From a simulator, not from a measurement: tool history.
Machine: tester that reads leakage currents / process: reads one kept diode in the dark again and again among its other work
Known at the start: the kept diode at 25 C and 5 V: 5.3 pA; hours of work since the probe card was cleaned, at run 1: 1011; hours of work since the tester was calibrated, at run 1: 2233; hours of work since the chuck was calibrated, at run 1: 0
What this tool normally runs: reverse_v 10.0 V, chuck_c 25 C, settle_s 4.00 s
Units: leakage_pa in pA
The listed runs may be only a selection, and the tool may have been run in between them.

run,hour,reverse_v,chuck_c,settle_s,hours of work since the probe card was cleaned,hours of work since the tester was calibrated,hours of work since the chuck was calibrated,leakage_pa
1,0.0,10.0,25,4.00,1011,2233,0,15.69
2,128.5,10.0,25,4.00,1084,2306,73,16.23
3,268.8,10.0,25,4.00,1164,2386,153,16.71
4,333.3,10.0,25,4.00,1201,2423,190,16.99
5,405.4,10.0,25,4.00,1242,2464,231,17.53
6,470.1,1.4,25,4.00,1279,2501,268,4.70
7,574.5,1.4,25,4.00,1338,2560,327,4.84
8,677.0,1.4,25,4.00,1397,2619,386,4.89
9,790.0,8.7,25,0.76,1461,2683,450,20.27
10,899.8,8.7,25,0.76,1524,2746,513,20.76
11,977.7,8.7,25,0.76,1568,2790,557,20.82
12,1104.6,1.1,25,3.30,1640,2862,630,4.44
13,1199.1,1.1,36,3.30,1694,2916,683,8.21
14,1258.3,1.1,36,3.30,1728,2950,717,8.06
15,1341.9,3.3,36,3.60,1776,2998,765,14.51
16,1438.2,1.6,25,4.00,1831,3053,820,5.66

4 options for the next run, each taken on its own from the tool as it stands now. Forecast them:
A,1513.9,11.4,21,4.00,1874,3096,863,?
B,1513.9,2.6,25,4.00,1874,3096,863,?
C,1513.9,7.5,37,3.46,1874,3096,863,?
D,1513.9,1.3,44,4.83,1874,3096,863,?

run,leakage_pa
A,22.58
B,7.81
C,25.57
D,13.83
The same runs, with their run-to-run variation unchanged, on a tool lacking any hidden condition would have given:
run,leakage_pa
A,6.34
B,4.47
C,16.13
D,13.38
